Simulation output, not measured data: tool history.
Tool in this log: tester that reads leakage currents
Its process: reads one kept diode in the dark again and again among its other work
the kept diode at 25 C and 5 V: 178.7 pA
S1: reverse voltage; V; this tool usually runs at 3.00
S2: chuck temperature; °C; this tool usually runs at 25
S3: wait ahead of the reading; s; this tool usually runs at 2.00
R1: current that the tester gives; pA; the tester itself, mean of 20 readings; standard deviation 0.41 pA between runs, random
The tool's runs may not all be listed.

run 1 hour=0.0 | S1=3.00 S2=25 S3=2.00 | R1=123.33
run 2 hour=46.3 | S1=3.00 S2=25 S3=2.00 | R1=122.51
run 3 hour=118.7 | S1=3.00 S2=25 S3=2.00 | R1=122.42
run 4 hour=188.7 | S1=3.00 S2=25 S3=2.00 | R1=122.31
run 5 hour=231.2 | S1=3.00 S2=25 S3=2.00 | R1=121.96
run 6 hour=290.9 | S1=3.00 S2=25 S3=2.00 | R1=120.94
run 7 hour=336.4 | S1=3.00 S2=25 S3=2.00 | R1=120.91
run 8 hour=388.7 | S1=3.00 S2=25 S3=2.00 | R1=120.82
run 9 hour=473.2 | S1=3.00 S2=25 S3=2.00 | R1=120.71
run 10 hour=557.3 | S1=3.00 S2=25 S3=2.00 | R1=120.50
run 11 hour=644.1 | S1=1.47 S2=25 S3=2.00 | R1=81.30
run 12 hour=683.9 | S1=3.00 S2=25 S3=2.00 | R1=119.36
run 13 hour=719.9 | S1=3.00 S2=25 S3=2.00 | R1=119.24
run 14 hour=796.0 | S1=3.00 S2=25 S3=2.00 | R1=118.77
run 15 hour=839.4 | S1=3.00 S2=25 S3=2.00 | R1=119.17
-- hour=893.9 chuck's temperature calibrated
run 16 hour=924.7 | S1=3.00 S2=47 S3=2.00 | R1=806.64
run 17 hour=979.0 | S1=1.18 S2=24 S3=2.00 | R1=59.02
run 18 hour=1042.6 | S1=1.18 S2=24 S3=0.32 | R1=59.43
run 19 hour=1078.8 | S1=1.18 S2=24 S3=0.32 | R1=59.67
run 20 hour=1118.4 | S1=1.18 S2=24 S3=0.32 | R1=59.26
-- hour=1128.6 chuck's temperature calibrated, once more
run 21 hour=1172.5 | S1=1.18 S2=24 S3=0.32 | R1=78.59
run 22 hour=1256.6 | S1=1.71 S2=33 S3=1.05 | R1=220.18
run 23 hour=1334.5 | S1=8.36 S2=25 S3=2.00 | R1=246.92
run 24 hour=1375.4 | S1=3.00 S2=30 S3=3.13 | R1=225.83
run 25 hour=1419.4 | S1=1.18 S2=30 S3=0.77 | R1=135.78
run 26 hour=1500.6 | S1=1.18 S2=30 S3=0.77 | R1=136.57
run 27 hour=1560.3 | S1=1.18 S2=30 S3=0.77 | R1=134.76
run 28 hour=1613.4 | S1=2.02 S2=50 S3=4.47 | R1=1047.18
run 29 hour=1657.1 | S1=2.02 S2=50 S3=4.47 | R1=1042.08
run 30 hour=1720.3 | S1=2.02 S2=50 S3=4.47 | R1=1042.00
run 31 hour=1783.4 | S1=2.14 S2=25 S3=2.00 | R1=114.69
run 32 hour=1820.5 | S1=2.14 S2=25 S3=2.00 | R1=114.93

Here are 3 independent what-if runs from the current tool condition. What would each one return?
run A hour=1896.1 | S1=1.08 S2=21 S3=1.11 | R1=?
run B hour=1896.1 | S1=10.52 S2=25 S3=2.00 | R1=?
run C hour=1896.1 | S1=1.44 S2=24 S3=1.41 | R1=?

run=A R1=53.31
run=B R1=274.35
run=C R1=84.33
Stripped of hidden state, with their random variation kept, the same runs would have yielded:
run=A R1=52.72
run=B R1=268.69
run=C R1=83.51
